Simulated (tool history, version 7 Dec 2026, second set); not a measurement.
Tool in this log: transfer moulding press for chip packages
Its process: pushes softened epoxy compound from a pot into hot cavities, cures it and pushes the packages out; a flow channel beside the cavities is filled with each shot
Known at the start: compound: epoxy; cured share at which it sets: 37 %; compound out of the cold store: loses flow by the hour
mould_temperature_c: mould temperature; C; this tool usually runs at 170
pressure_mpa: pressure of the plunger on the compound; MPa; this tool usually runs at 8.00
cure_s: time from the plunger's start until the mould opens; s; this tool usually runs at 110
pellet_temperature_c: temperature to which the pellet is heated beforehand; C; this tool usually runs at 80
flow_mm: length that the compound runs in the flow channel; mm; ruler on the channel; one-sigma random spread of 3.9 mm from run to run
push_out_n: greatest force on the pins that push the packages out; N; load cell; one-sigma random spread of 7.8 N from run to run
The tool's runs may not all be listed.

| run | day | mould_temperature_c | pressure_mpa | cure_s | pellet_temperature_c | incoming compound's hours out of the cold store | flow_mm | push_out_n |
|---|---|---|---|---|---|---|---|---|
| 1 | 0.000 | 170 | 8.00 | 110 | 80 | 32.6 | 818 | 445 |
| 2 | 0.558 | 170 | 8.00 | 110 | 80 | 29.6 | 835 | 499 |
| 3 | 0.975 | 170 | 8.00 | 110 | 75 | 33.4 | 815 | 516 |
| 4 | 1.442 | 170 | 8.00 | 110 | 80 | 33.3 | 815 | 537 |
| 5 | 2.133 | 170 | 8.00 | 110 | 80 | 38.9 | 787 | 571 |
| 6 | 2.596 | 170 | 8.00 | 110 | 80 | 10.9 | 931 | 603 |
|  | 2.700 | cavities cleaned with cleaning compound and waxed |
| 7 | 3.575 | 170 | 8.00 | 110 | 80 | 38.3 | 784 | 434 |
| 8 | 4.108 | 170 | 8.00 | 110 | 80 | 35.3 | 797 | 513 |
| 9 | 4.804 | 170 | 8.70 | 110 | 80 | 12.1 | 966 | 548 |
| 10 | 5.667 | 165 | 8.00 | 110 | 80 | 23.1 | 872 | 739 |
|  | 6.183 | cavities cleaned with cleaning compound and waxed |
| 11 | 6.425 | 174 | 7.92 | 123 | 83 | 10.9 | 899 | 299 |
| 12 | 7.021 | 174 | 7.92 | 123 | 83 | 24.3 | 830 | 353 |
| 13 | 7.738 | 170 | 8.00 | 133 | 72 | 37.8 | 782 | 441 |
| 14 | 8.267 | 163 | 7.84 | 114 | 73 | 25.4 | 849 | 746 |
| 15 | 9.217 | 163 | 7.84 | 114 | 73 | 42.8 | 769 | 745 |
|  | 9.683 | cavities cleaned with cleaning compound and waxed |
| 16 | 10.092 | 171 | 9.03 | 101 | 88 | 39.9 | 814 | 393 |
| 17 | 10.475 | 169 | 6.85 | 110 | 84 | 47.3 | 677 | 438 |
| 18 | 11.367 | 169 | 6.85 | 110 | 84 | 24.5 | 778 | 552 |
| 19 | 11.750 | 169 | 6.85 | 110 | 84 | 16.4 | 815 | 591 |

Below are 4 alternative next runs, each starting from the tool's condition after run 19. Predict each:
| A | 12.188 | 170 | 8.00 | 110 | 86 | 13.1 | ? | ? |
| B | 12.188 | 170 | 6.96 | 139 | 86 | 40.5 | ? | ? |
| C | 12.188 | 178 | 8.00 | 110 | 80 | 28.6 | ? | ? |
| D | 12.188 | 170 | 8.00 | 90 | 80 | 40.7 | ? | ? |

| run | flow_mm | push_out_n |
|---|---|---|
| A | 898 | 589 |
| B | 710 | 487 |
| C | 796 | 494 |
| D | 764 | 764 |
Had the tool no hidden state, the same runs would have come out as:
| run | flow_mm | push_out_n |
|---|---|---|
| A | 925 | 337 |
| B | 732 | 277 |
| C | 820 | 288 |
| D | 787 | 440 |
